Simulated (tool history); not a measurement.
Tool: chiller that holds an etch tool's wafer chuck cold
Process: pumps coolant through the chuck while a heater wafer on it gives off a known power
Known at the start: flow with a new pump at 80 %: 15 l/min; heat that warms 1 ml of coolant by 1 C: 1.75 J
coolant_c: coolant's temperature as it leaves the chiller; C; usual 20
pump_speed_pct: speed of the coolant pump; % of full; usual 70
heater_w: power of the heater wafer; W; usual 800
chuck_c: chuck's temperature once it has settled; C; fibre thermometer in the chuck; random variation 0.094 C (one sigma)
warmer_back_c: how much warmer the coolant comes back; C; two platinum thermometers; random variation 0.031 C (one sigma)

run 1 hour=0.0 | coolant_c=20 pump_speed_pct=70 heater_w=800 | chuck_c=25.94 warmer_back_c=2.13
run 2 hour=32.1 | coolant_c=20 pump_speed_pct=70 heater_w=800 | chuck_c=25.94 warmer_back_c=2.12
run 3 hour=68.4 | coolant_c=20 pump_speed_pct=70 heater_w=800 | chuck_c=25.88 warmer_back_c=2.13
run 4 hour=113.9 | coolant_c=20 pump_speed_pct=70 heater_w=800 | chuck_c=25.89 warmer_back_c=2.15
run 5 hour=156.7 | coolant_c=20 pump_speed_pct=70 heater_w=800 | chuck_c=25.92 warmer_back_c=2.12
run 6 hour=211.8 | coolant_c=20 pump_speed_pct=70 heater_w=800 | chuck_c=26.04 warmer_back_c=2.18
run 7 hour=272.1 | coolant_c=20 pump_speed_pct=70 heater_w=800 | chuck_c=26.04 warmer_back_c=2.11
run 8 hour=301.1 | coolant_c=20 pump_speed_pct=70 heater_w=879 | chuck_c=26.61 warmer_back_c=2.33
run 9 hour=337.9 | coolant_c=20 pump_speed_pct=70 heater_w=879 | chuck_c=26.69 warmer_back_c=2.35
run 10 hour=378.5 | coolant_c=20 pump_speed_pct=70 heater_w=879 | chuck_c=26.71 warmer_back_c=2.29
run 11 hour=441.8 | coolant_c=20 pump_speed_pct=70 heater_w=553 | chuck_c=23.84 warmer_back_c=1.52
run 12 hour=472.9 | coolant_c=12 pump_speed_pct=70 heater_w=553 | chuck_c=16.23 warmer_back_c=1.46
run 13 hour=535.4 | coolant_c=20 pump_speed_pct=70 heater_w=1174 | chuck_c=28.90 warmer_back_c=3.14
run 14 hour=578.4 | coolant_c=20 pump_speed_pct=70 heater_w=1174 | chuck_c=28.78 warmer_back_c=3.15
run 15 hour=635.0 | coolant_c=20 pump_speed_pct=65 heater_w=1174 | chuck_c=29.16 warmer_back_c=3.39
run 16 hour=696.4 | coolant_c=20 pump_speed_pct=65 heater_w=1174 | chuck_c=29.29 warmer_back_c=3.44
run 17 hour=767.8 | coolant_c=20 pump_speed_pct=87 heater_w=800 | chuck_c=25.25 warmer_back_c=1.75
run 18 hour=809.2 | coolant_c=28 pump_speed_pct=77 heater_w=800 | chuck_c=33.73 warmer_back_c=1.99
run 19 hour=868.2 | coolant_c=17 pump_speed_pct=66 heater_w=800 | chuck_c=23.28 warmer_back_c=2.30
run 20 hour=907.9 | coolant_c=12 pump_speed_pct=66 heater_w=709 | chuck_c=17.54 warmer_back_c=2.03
run 21 hour=949.0 | coolant_c=12 pump_speed_pct=66 heater_w=709 | chuck_c=17.71 warmer_back_c=2.05

Forecast run 22:
run 22 hour=982.8 | coolant_c=12 pump_speed_pct=66 heater_w=709 | chuck_c=? warmer_back_c=?

chuck_c: 17.55 C
warmer_back_c: 2.09 C
Without the tool's hidden state the same run would have given chuck_c 17.15 C, warmer_back_c 2.02 C.
